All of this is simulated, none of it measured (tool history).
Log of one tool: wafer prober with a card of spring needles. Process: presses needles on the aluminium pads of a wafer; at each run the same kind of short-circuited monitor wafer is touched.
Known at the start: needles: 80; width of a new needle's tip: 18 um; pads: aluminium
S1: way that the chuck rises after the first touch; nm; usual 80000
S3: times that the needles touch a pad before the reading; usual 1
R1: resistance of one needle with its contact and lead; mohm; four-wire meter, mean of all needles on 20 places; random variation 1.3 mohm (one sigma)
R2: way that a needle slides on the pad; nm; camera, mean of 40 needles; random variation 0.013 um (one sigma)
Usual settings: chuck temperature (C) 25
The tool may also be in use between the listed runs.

{"run": 1, "hour": 0.0, "S1": 80000, "chuck temperature (C)": 25, "S3": 1, "R1": 133, "R2": 17010}
{"run": 2, "hour": 48.5, "S1": 80000, "chuck temperature (C)": 63, "S3": 1, "R1": 139, "R2": 16960}
{"run": 3, "hour": 71.2, "S1": 80000, "chuck temperature (C)": 25, "S3": 1, "R1": 135, "R2": 16960}
{"run": 4, "hour": 107.5, "S1": 80000, "chuck temperature (C)": 25, "S3": 1, "R1": 117, "R2": 16910}
{"run": 5, "hour": 157.1, "S1": 80000, "chuck temperature (C)": 25, "S3": 1, "R1": 118, "R2": 16880}
{"run": 6, "hour": 196.5, "S1": 80000, "chuck temperature (C)": 25, "S3": 1, "R1": 132, "R2": 17020}
{"run": 7, "hour": 236.1, "S1": 80000, "chuck temperature (C)": 25, "S3": 1, "R1": 120, "R2": 16970}
{"run": 8, "hour": 277.0, "S1": 80000, "chuck temperature (C)": 25, "S3": 1, "R1": 119, "R2": 16950}
{"run": 9, "hour": 322.4, "S1": 80000, "chuck temperature (C)": 116, "S3": 1, "R1": 130, "R2": 16890}
{"run": 10, "hour": 349.1, "S1": 80000, "chuck temperature (C)": 116, "S3": 1, "R1": 134, "R2": 16910}
{"run": 11, "hour": 401.0, "S1": 80000, "chuck temperature (C)": 25, "S3": 1, "R1": 124, "R2": 17000}
{"run": 12, "hour": 449.0, "S1": 80000, "chuck temperature (C)": 25, "S3": 1, "R1": 123, "R2": 16970}
{"run": 13, "hour": 502.4, "S1": 80000, "chuck temperature (C)": 25, "S3": 1, "R1": 129, "R2": 16910}
{"run": 14, "hour": 539.8, "S1": 80000, "chuck temperature (C)": 25, "S3": 1, "R1": 119, "R2": 16890}
{"run": 15, "hour": 561.4, "S1": 80000, "chuck temperature (C)": 25, "S3": 1, "R1": 136, "R2": 16890}
{"run": 16, "hour": 596.5, "S1": 80000, "chuck temperature (C)": 25, "S3": 1, "R1": 124, "R2": 17010}
{"run": 17, "hour": 627.9, "S1": 80000, "chuck temperature (C)": 25, "S3": 1, "R1": 132, "R2": 17010}
{"run": 18, "hour": 672.3, "S1": 98000, "chuck temperature (C)": 32, "S3": 1, "R1": 121, "R2": 20810}
{"run": 19, "hour": 715.7, "S1": 80000, "chuck temperature (C)": 69, "S3": 1, "R1": 119, "R2": 16940}
{"run": 20, "hour": 749.9, "S1": 80000, "chuck temperature (C)": 69, "S3": 1, "R1": 133, "R2": 16920}
{"run": 21, "hour": 784.2, "S1": 80000, "chuck temperature (C)": 69, "S3": 1, "R1": 138, "R2": 16910}
{"run": 22, "hour": 818.0, "S1": 82000, "chuck temperature (C)": 104, "S3": 1, "R1": 126, "R2": 17420}
{"run": 23, "hour": 848.0, "S1": 93000, "chuck temperature (C)": 25, "S3": 2, "R1": 116, "R2": 19750}
{"run": 24, "hour": 886.0, "S1": 93000, "chuck temperature (C)": 25, "S3": 1, "R1": 128, "R2": 19720}
{"run": 25, "hour": 939.3, "S1": 93000, "chuck temperature (C)": 25, "S3": 1, "R1": 112, "R2": 19690}

Not shown: 43 entries that the log had between the listed runs. Between which runs, and how does the tool's hidden state differ before and after?
Between runs 1 and 2: tips cleaned on abrasive film (hour 2.7); tips cleaned on abrasive film (hour 28.5)
  debris on the tips, nm: 87.1 -> 87.4; way that the needles fall short of the set height, um: 0.07 -> 0.21; tips' diameter, um: 19.41 -> 20.21
  measured less the result without the state, R1: +21 -> +22 mohm; R2: -10 -> -40 nm
Between runs 2 and 3: tips cleaned on abrasive film (hour 54.9)
  debris on the tips, nm: 87.4 -> 75.8; way that the needles fall short of the set height, um: 0.21 -> 0.28; tips' diameter, um: 20.21 -> 20.24
  measured less the result without the state, R1: +22 -> +20 mohm; R2: -40 -> -60 nm
Between runs 3 and 4: tips cleaned on abrasive film (hour 81); tips cleaned on abrasive film (hour 107.5)
  debris on the tips, nm: 75.8 -> 4.2; way that the needles fall short of the set height, um: 0.28 -> 0.48; tips' diameter, um: 20.24 -> 20.3
  measured less the result without the state, R1: +20 -> +2 mohm; R2: -60 -> -100 nm
Between runs 4 and 5: tips cleaned on abrasive film (hour 132); tips cleaned on abrasive film (hour 155.1)
  debris on the tips, nm: 4.2 -> 21.4; way that the needles fall short of the set height, um: 0.48 -> 0.65; tips' diameter, um: 20.3 -> 20.36
  measured less the result without the state, R1: +2 -> +6 mohm; R2: -100 -> -140 nm
Between runs 5 and 6: height of the first contact set anew (hour 172.2); tips cleaned on abrasive film (hour 181.3)
  debris on the tips, nm: 21.4 -> 71.6; way that the needles fall short of the set height, um: 0.65 -> 0.09; tips' diameter, um: 20.36 -> 20.4
  measured less the result without the state, R1: +6 -> +20 mohm; R2: -140 -> -20 nm
Between runs 6 and 7: tips cleaned on abrasive film (hour 206.2); tips cleaned on abrasive film (hour 232.3)
  debris on the tips, nm: 71.6 -> 27.9; way that the needles fall short of the set height, um: 0.09 -> 0.24; tips' diameter, um: 20.4 -> 20.45
  measured less the result without the state, R1: +20 -> +8 mohm; R2: -20 -> -50 nm
Between runs 7 and 8: tips cleaned on abrasive film (hour 256.4); tips cleaned on abrasive film, once more (hour 272.7)
  debris on the tips, nm: 27.9 -> 25.4; way that the needles fall short of the set height, um: 0.24 -> 0.39; tips' diameter, um: 20.45 -> 20.5
  measured less the result without the state, R1: +8 -> +8 mohm; R2: -50 -> -80 nm
Between runs 8 and 9: tips cleaned on abrasive film (hour 295.7); tips cleaned on abrasive film (hour 320.7)
  debris on the tips, nm: 25.4 -> 15.9; way that the needles fall short of the set height, um: 0.39 -> 0.58; tips' diameter, um: 20.5 -> 20.57
  measured less the result without the state, R1: +8 -> +5 mohm; R2: -80 -> -120 nm
Between runs 9 and 10: tips cleaned on abrasive film (hour 344.5)
  debris on the tips, nm: 15.9 -> 33; way that the needles fall short of the set height, um: 0.58 -> 0.66; tips' diameter, um: 20.57 -> 20.6
  measured less the result without the state, R1: +5 -> +9 mohm; R2: -120 -> -140 nm
Between runs 10 and 11: tips cleaned on abrasive film (hour 370.3); height of the first contact set anew (hour 379.8); tips cleaned on abrasive film (hour 393.7)
  debris on the tips, nm: 33 -> 48.7; way that the needles fall short of the set height, um: 0.66 -> 0.09; tips' diameter, um: 20.6 -> 20.67
  measured less the result without the state, R1: +9 -> +13 mohm; R2: -140 -> -20 nm
Between runs 11 and 12: tips cleaned on abrasive film (hour 418); tips cleaned on abrasive film (hour 442.1)
  debris on the tips, nm: 48.7 -> 39.7; way that the needles fall short of the set height, um: 0.09 -> 0.26; tips' diameter, um: 20.67 -> 20.73
  measured less the result without the state, R1: +13 -> +12 mohm; R2: -20 -> -50 nm
Between runs 12 and 13: tips cleaned on abrasive film (hour 466.5); tips cleaned on abrasive film (hour 490.1)
  debris on the tips, nm: 39.7 -> 58.9; way that the needles fall short of the set height, um: 0.26 -> 0.47; tips' diameter, um: 20.73 -> 20.8
  measured less the result without the state, R1: +12 -> +16 mohm; R2: -50 -> -100 nm
Between runs 13 and 14: tips cleaned on abrasive film (hour 513.1); tips cleaned on abrasive film (hour 538.8)
  debris on the tips, nm: 58.9 -> 16; way that the needles fall short of the set height, um: 0.47 -> 0.61; tips' diameter, um: 20.8 -> 20.85
  measured less the result without the state, R1: +16 -> +6 mohm; R2: -100 -> -130 nm
Between runs 15 and 16: tips cleaned on abrasive film (hour 565.7); tips cleaned on abrasive film (hour 588.7); height of the first contact set anew (hour 589)
  debris on the tips, nm: 90.8 -> 43.8; way that the needles fall short of the set height, um: 0.61 -> 0; tips' diameter, um: 20.85 -> 20.9
  measured less the result without the state, R1: +25 -> +13 mohm; R2: -130 -> +0 nm
Between runs 16 and 17: tips cleaned on abrasive film (hour 614)
  debris on the tips, nm: 43.8 -> 72.7; way that the needles fall short of the set height, um: 0 -> 0.09; tips' diameter, um: 20.9 -> 20.93
  measured less the result without the state, R1: +13 -> +20 mohm; R2: +0 -> -20 nm
Between runs 17 and 18: tips cleaned on abrasive film (hour 640.7); tips cleaned on abrasive film (hour 666.4)
  debris on the tips, nm: 72.7 -> 43.1; way that the needles fall short of the set height, um: 0.09 -> 0.23; tips' diameter, um: 20.93 -> 20.98
  measured less the result without the state, R1: +20 -> +9 mohm; R2: -20 -> -50 nm
Between runs 18 and 19: tips cleaned on abrasive film (hour 691.2); tips cleaned on abrasive film (hour 715.7)
  debris on the tips, nm: 43.1 -> 8.1; way that the needles fall short of the set height, um: 0.23 -> 0.36; tips' diameter, um: 20.98 -> 21.03
  measured less the result without the state, R1: +9 -> +4 mohm; R2: -50 -> -80 nm
Between runs 19 and 20: tips cleaned on abrasive film (hour 741.6)
  debris on the tips, nm: 8.1 -> 47.5; way that the needles fall short of the set height, um: 0.36 -> 0.46; tips' diameter, um: 21.03 -> 21.06
  measured less the result without the state, R1: +4 -> +14 mohm; R2: -80 -> -100 nm
Between runs 20 and 21: tips cleaned on abrasive film (hour 767.4)
  debris on the tips, nm: 47.5 -> 75.9; way that the needles fall short of the set height, um: 0.46 -> 0.53; tips' diameter, um: 21.06 -> 21.09
  measured less the result without the state, R1: +14 -> +21 mohm; R2: -100 -> -110 nm
Between runs 21 and 22: tips cleaned on abrasive film (hour 792.8); height of the first contact set anew (hour 795.8); tips cleaned on abrasive film (hour 818)
  debris on the tips, nm: 75.9 -> 9.7; way that the needles fall short of the set height, um: 0.53 -> 0.11; tips' diameter, um: 21.09 -> 21.16
  measured less the result without the state, R1: +21 -> +3 mohm; R2: -110 -> -20 nm
Between runs 22 and 23: tips cleaned on abrasive film (hour 841.2)
  debris on the tips, nm: 9.7 -> 38.4; way that the needles fall short of the set height, um: 0.11 -> 0.2; tips' diameter, um: 21.16 -> 21.19
  measured less the result without the state, R1: +3 -> +6 mohm; R2: -20 -> -40 nm
Between runs 23 and 24: tips cleaned on abrasive film (hour 865.4)
  debris on the tips, nm: 38.4 -> 85.6; way that the needles fall short of the set height, um: 0.2 -> 0.28; tips' diameter, um: 21.19 -> 21.22
  measured less the result without the state, R1: +6 -> +19 mohm; R2: -40 -> -60 nm
Between runs 24 and 25: tips cleaned on abrasive film (hour 889.1); tips cleaned on abrasive film (hour 914.2); tips cleaned on abrasive film (hour 939.3)
  debris on the tips, nm: 85.6 -> 3.8; way that the needles fall short of the set height, um: 0.28 -> 0.53; tips' diameter, um: 21.22 -> 21.31
  measured less the result without the state, R1: +19 -> +2 mohm; R2: -60 -> -110 nm
